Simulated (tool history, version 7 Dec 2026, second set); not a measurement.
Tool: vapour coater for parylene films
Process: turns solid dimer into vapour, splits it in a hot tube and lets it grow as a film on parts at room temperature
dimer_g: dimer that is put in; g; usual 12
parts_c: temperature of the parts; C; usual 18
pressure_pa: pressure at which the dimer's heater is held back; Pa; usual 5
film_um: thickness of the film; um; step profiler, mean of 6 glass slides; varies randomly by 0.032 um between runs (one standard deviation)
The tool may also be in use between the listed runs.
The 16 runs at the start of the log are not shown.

run	day	dimer_g	parts_c	pressure_pa	film_um
17	14.525	12	18	9.68	4.01
18	15.146	12	18	5	4.52
19	15.862	12	18	5	4.51
20	16.621	12	18	5	4.48
21	17.588	12	18	2.89	4.91
22	18.671	12	18	2.89	4.88
23	19.3	12	18	2.89	4.89
24	20.133	5	18	2.89	2.05
25	20.925	5	18	2.89	2.02
26	22.312	10	18	7.56	3.4
27	23.321	6	11	3.28	3.11
28	24.138	19	13	6.82	7.96
29	24.992	10	18	5.71	3.55
30	26.117	10	18	5.71	3.53
# day 26.554: trap's valve overhauled
31	27.496	7	24	11.05	2.07
32	28.158	11	24	6.17	3.5
33	29.575	10	18	5	4.2
34	30.288	10	18	5	4.23
35	31.083	10	18	5	4.17
36	31.883	10	18	5	4.18
37	32.979	7	18	6.99	2.71

Forecast run 38:
# day 34.367: table's thermometer calibrated
38	34.367	10	18	10.36	?

Run 38 came out at film_um 3.58 um.
If the tool had no hidden condition, the same run with the same run-to-run variation would have returned film_um 3.71 um.
